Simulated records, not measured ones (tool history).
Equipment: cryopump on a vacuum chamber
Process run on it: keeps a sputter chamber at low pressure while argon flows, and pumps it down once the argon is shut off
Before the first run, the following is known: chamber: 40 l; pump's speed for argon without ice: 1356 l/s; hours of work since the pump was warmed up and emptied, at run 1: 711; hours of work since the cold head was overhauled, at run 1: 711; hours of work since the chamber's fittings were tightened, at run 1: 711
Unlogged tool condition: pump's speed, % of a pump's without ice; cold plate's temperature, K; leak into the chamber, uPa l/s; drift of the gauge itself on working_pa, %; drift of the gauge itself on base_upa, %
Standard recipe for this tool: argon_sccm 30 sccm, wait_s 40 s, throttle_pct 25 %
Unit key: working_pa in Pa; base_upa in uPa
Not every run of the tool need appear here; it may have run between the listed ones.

| run | hour | argon_sccm | wait_s | throttle_pct | hours of work since the pump was warmed up and emptied | hours of work since the cold head was overhauled | hours of work since the chamber's fittings were tightened | working_pa | base_upa |
|---|---|---|---|---|---|---|---|---|---|
| 1 | 0.0 | 30 | 40 | 25 | 711 | 711 | 711 | 0.1543 | 2.77 |
| 2 | 41.3 | 30 | 40 | 25 | 740 | 740 | 740 | 0.1558 | 2.87 |
| 3 | 75.3 | 30 | 40 | 25 | 763 | 763 | 763 | 0.1557 | 2.93 |
| 4 | 100.3 | 30 | 40 | 25 | 780 | 780 | 780 | 0.1559 | 2.98 |
| 5 | 130.2 | 30 | 40 | 25 | 800 | 800 | 800 | 0.1555 | 2.95 |
| 6 | 165.7 | 30 | 40 | 25 | 824 | 824 | 824 | 0.1557 | 3.19 |
| 7 | 196.6 | 39 | 40 | 25 | 845 | 845 | 845 | 0.2024 | 3.20 |
| 8 | 250.2 | 39 | 40 | 25 | 882 | 882 | 882 | 0.2044 | 3.37 |
| 9 | 280.1 | 27 | 40 | 25 | 902 | 902 | 902 | 0.1423 | 3.44 |
| 10 | 322.1 | 37 | 40 | 25 | 931 | 931 | 931 | 0.1933 | 3.50 |
| 11 | 352.4 | 37 | 40 | 25 | 952 | 952 | 952 | 0.1947 | 3.56 |
| 12 | 377.7 | 37 | 40 | 25 | 969 | 969 | 969 | 0.1940 | 3.65 |
| 13 | 408.3 | 37 | 40 | 25 | 990 | 990 | 990 | 0.1944 | 3.65 |
| 14 | 449.3 | 37 | 40 | 25 | 1018 | 1018 | 1018 | 0.1951 | 3.72 |
| 15 | 491.2 | 37 | 40 | 25 | 1046 | 1046 | 1046 | 0.1952 | 3.91 |
| 16 | 530.7 | 37 | 40 | 25 | 1073 | 1073 | 1073 | 0.1941 | 4.05 |
|  | 548.0 | leaking fittings of the chamber tightened, without venting |
| 17 | 580.8 | 37 | 40 | 25 | 1106 | 1106 | 22 | 0.1961 | 1.01 |
| 18 | 631.5 | 48 | 87 | 17 | 1141 | 1141 | 57 | 0.3672 | 0.76 |
| 19 | 677.5 | 48 | 87 | 17 | 1172 | 1172 | 88 | 0.3643 | 0.89 |
| 20 | 705.1 | 39 | 216 | 52 | 1191 | 1191 | 107 | 0.1057 | 0.74 |
|  | 717.6 | pump warmed up, emptied and cooled again |
| 21 | 742.7 | 31 | 114 | 47 | 17 | 1213 | 129 | 0.0827 | 0.78 |
| 22 | 797.2 | 31 | 114 | 47 | 54 | 1251 | 167 | 0.0828 | 0.90 |
| 23 | 833.0 | 16 | 158 | 23 | 79 | 1275 | 191 | 0.0881 | 0.88 |
| 24 | 885.2 | 37 | 40 | 16 | 114 | 1311 | 227 | 0.2896 | 1.46 |
| 25 | 940.1 | 30 | 40 | 24 | 152 | 1348 | 264 | 0.1576 | 1.61 |
| 26 | 999.7 | 15 | 20 | 25 | 192 | 1389 | 305 | 0.0758 | 2.32 |
| 27 | 1051.4 | 15 | 65 | 29 | 228 | 1424 | 340 | 0.0657 | 1.48 |
| 28 | 1082.4 | 12 | 43 | 41 | 249 | 1445 | 361 | 0.0376 | 1.84 |
| 29 | 1120.6 | 46 | 24 | 15 | 275 | 1471 | 387 | 0.3866 | 2.39 |
| 30 | 1151.1 | 46 | 24 | 15 | 296 | 1492 | 408 | 0.3865 | 2.41 |
| 31 | 1185.5 | 17 | 120 | 29 | 319 | 1515 | 432 | 0.0747 | 1.58 |
| 32 | 1211.9 | 46 | 25 | 25 | 337 | 1533 | 450 | 0.2355 | 2.52 |
| 33 | 1263.7 | 19 | 21 | 26 | 373 | 1569 | 485 | 0.0926 | 2.76 |

Branching from run 33: 4 alternative next runs. What would each branch give?
| A | 1313.0 | 28 | 21 | 16 | 406 | 1602 | 519 | ? | ? |
| B | 1313.0 | 20 | 228 | 25 | 406 | 1602 | 519 | ? | ? |
| C | 1313.0 | 16 | 140 | 38 | 406 | 1602 | 519 | ? | ? |
| D | 1313.0 | 35 | 181 | 23 | 406 | 1602 | 519 | ? | ? |

| run | working_pa | base_upa |
|---|---|---|
| A | 0.2220 | 2.88 |
| B | 0.1016 | 1.72 |
| C | 0.0543 | 1.86 |
| D | 0.1943 | 1.76 |
Had the tool no hidden state, the same runs would have come out as:
| run | working_pa | base_upa |
|---|---|---|
| A | 0.2188 | 1.47 |
| B | 0.0993 | 0.32 |
| C | 0.0525 | 0.41 |
| D | 0.1903 | 0.33 |
